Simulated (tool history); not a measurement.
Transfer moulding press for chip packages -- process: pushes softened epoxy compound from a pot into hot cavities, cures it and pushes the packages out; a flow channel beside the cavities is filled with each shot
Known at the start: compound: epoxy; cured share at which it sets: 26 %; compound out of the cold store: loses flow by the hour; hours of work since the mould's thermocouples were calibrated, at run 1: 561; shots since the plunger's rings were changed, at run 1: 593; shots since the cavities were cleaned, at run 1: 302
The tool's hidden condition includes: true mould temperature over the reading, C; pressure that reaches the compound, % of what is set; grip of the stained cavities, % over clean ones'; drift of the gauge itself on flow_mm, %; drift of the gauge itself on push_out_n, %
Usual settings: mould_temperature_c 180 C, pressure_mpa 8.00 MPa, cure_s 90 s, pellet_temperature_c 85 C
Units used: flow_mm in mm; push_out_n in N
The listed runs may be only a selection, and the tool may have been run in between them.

| run | day | mould_temperature_c | pressure_mpa | cure_s | pellet_temperature_c | hours of work since the mould's thermocouples were calibrated | shots since the plunger's rings were changed | shots since the cavities were cleaned | incoming compound's hours out of the cold store | flow_mm | push_out_n |
|---|---|---|---|---|---|---|---|---|---|---|---|
| 1 | 0.000 | 180 | 8.00 | 90 | 85 | 561 | 593 | 302 | 24.8 | 976 | 779 |
| 2 | 2.546 | 180 | 9.03 | 90 | 85 | 588 | 1070 | 779 | 45.1 | 917 | 802 |
|  | 4.742 | cavities cleaned with cleaning compound and waxed |
| 3 | 5.942 | 180 | 9.03 | 90 | 85 | 623 | 1693 | 225 | 18.4 | 1060 | 707 |
| 4 | 8.958 | 180 | 9.03 | 90 | 85 | 655 | 2257 | 789 | 11.7 | 1092 | 926 |
| 5 | 10.825 | 186 | 8.00 | 90 | 85 | 675 | 2606 | 1138 | 34.6 | 881 | 681 |
|  | 11.038 | cavities cleaned with cleaning compound and waxed |
| 6 | 12.433 | 180 | 8.00 | 77 | 85 | 691 | 2896 | 262 | 31.2 | 900 | 1002 |
| 7 | 15.658 | 180 | 8.00 | 77 | 85 | 725 | 3498 | 864 | 12.4 | 1023 | 1336 |
|  | 17.408 | cavities cleaned with cleaning compound and waxed |
| 8 | 18.958 | 180 | 8.00 | 77 | 85 | 760 | 4104 | 290 | 19.1 | 976 | 1111 |
|  | 21.067 | mould's thermocouples calibrated |
|  | 22.017 | plunger's sealing rings changed |
| 9 | 22.296 | 180 | 8.00 | 90 | 85 | 12 | 52 | 880 | 16.3 | 1028 | 850 |
|  | 23.888 | cavities cleaned with cleaning compound and waxed |
| 10 | 25.258 | 180 | 8.00 | 90 | 85 | 43 | 594 | 257 | 23.4 | 1000 | 690 |
| 11 | 27.317 | 180 | 8.00 | 90 | 87 | 64 | 979 | 642 | 21.1 | 989 | 758 |
| 12 | 29.575 | 180 | 8.00 | 90 | 87 | 88 | 1402 | 1065 | 28.8 | 950 | 827 |
|  | 30.342 | cavities cleaned with cleaning compound and waxed |
| 13 | 31.217 | 180 | 7.17 | 90 | 85 | 105 | 1697 | 164 | 32.4 | 873 | 607 |
| 14 | 33.633 | 183 | 8.00 | 90 | 85 | 131 | 2148 | 615 | 39.4 | 858 | 688 |
|  | 36.692 | cavities cleaned with cleaning compound and waxed |
| 15 | 37.188 | 183 | 8.00 | 90 | 85 | 168 | 2802 | 93 | 9.1 | 1031 | 510 |
| 16 | 39.088 | 183 | 8.00 | 90 | 85 | 188 | 3157 | 448 | 33.7 | 867 | 652 |
| 17 | 41.529 | 181 | 8.00 | 82 | 82 | 214 | 3614 | 905 | 40.3 | 837 | 918 |
|  | 43.062 | cavities cleaned with cleaning compound and waxed |
| 18 | 43.871 | 180 | 8.00 | 81 | 85 | 238 | 4040 | 151 | 10.0 | 1016 | 843 |
|  | 47.175 | plunger's sealing rings changed |
| 19 | 47.175 | 180 | 9.64 | 93 | 85 | 272 | 0 | 750 | 18.8 | 1140 | 797 |
|  | 49.638 | cavities cleaned with cleaning compound and waxed |
| 20 | 50.058 | 188 | 6.71 | 129 | 90 | 302 | 528 | 80 | 40.2 | 790 | 381 |
| 21 | 52.704 | 188 | 6.71 | 129 | 90 | 330 | 1023 | 575 | 39.4 | 785 | 568 |
| 22 | 54.933 | 188 | 6.71 | 129 | 90 | 353 | 1439 | 991 | 47.4 | 747 | 593 |
|  | 55.933 | cavities cleaned with cleaning compound and waxed |
| 23 | 56.462 | 173 | 6.00 | 90 | 85 | 369 | 1714 | 99 | 9.2 | 960 | 1036 |
| 24 | 58.200 | 180 | 8.68 | 111 | 85 | 387 | 2038 | 423 | 8.6 | 1097 | 619 |
| 25 | 60.871 | 180 | 6.10 | 90 | 85 | 416 | 2538 | 923 | 41.9 | 725 | 792 |
|  | 62.429 | cavities cleaned with cleaning compound and waxed |
| 26 | 63.250 | 184 | 6.10 | 86 | 81 | 440 | 2971 | 153 | 28.5 | 788 | 567 |
| 27 | 66.592 | 184 | 8.59 | 115 | 75 | 476 | 3596 | 778 | 15.6 | 1025 | 600 |
|  | 68.862 | cavities cleaned with cleaning compound and waxed |
| 28 | 69.696 | 186 | 7.80 | 90 | 85 | 508 | 4166 | 156 | 26.1 | 876 | 504 |

What if the next run were any one of these 4? Each begins from the tool's condition after run 28:
| A | 72.058 | 186 | 6.33 | 94 | 85 | 533 | 4607 | 597 | 14.3 | ? | ? |
| B | 72.058 | 179 | 8.00 | 92 | 85 | 533 | 4607 | 597 | 14.4 | ? | ? |
| C | 72.058 | 180 | 8.00 | 91 | 85 | 533 | 4607 | 597 | 47.5 | ? | ? |
| D | 72.058 | 177 | 8.00 | 122 | 79 | 533 | 4607 | 597 | 29.6 | ? | ? |

| run | flow_mm | push_out_n |
|---|---|---|
| A | 847 | 639 |
| B | 992 | 884 |
| C | 792 | 732 |
| D | 897 | 608 |
Had the tool no hidden state, the same runs would have come out as:
| run | flow_mm | push_out_n |
|---|---|---|
| A | 918 | 367 |
| B | 1074 | 480 |
| C | 858 | 402 |
| D | 972 | 343 |
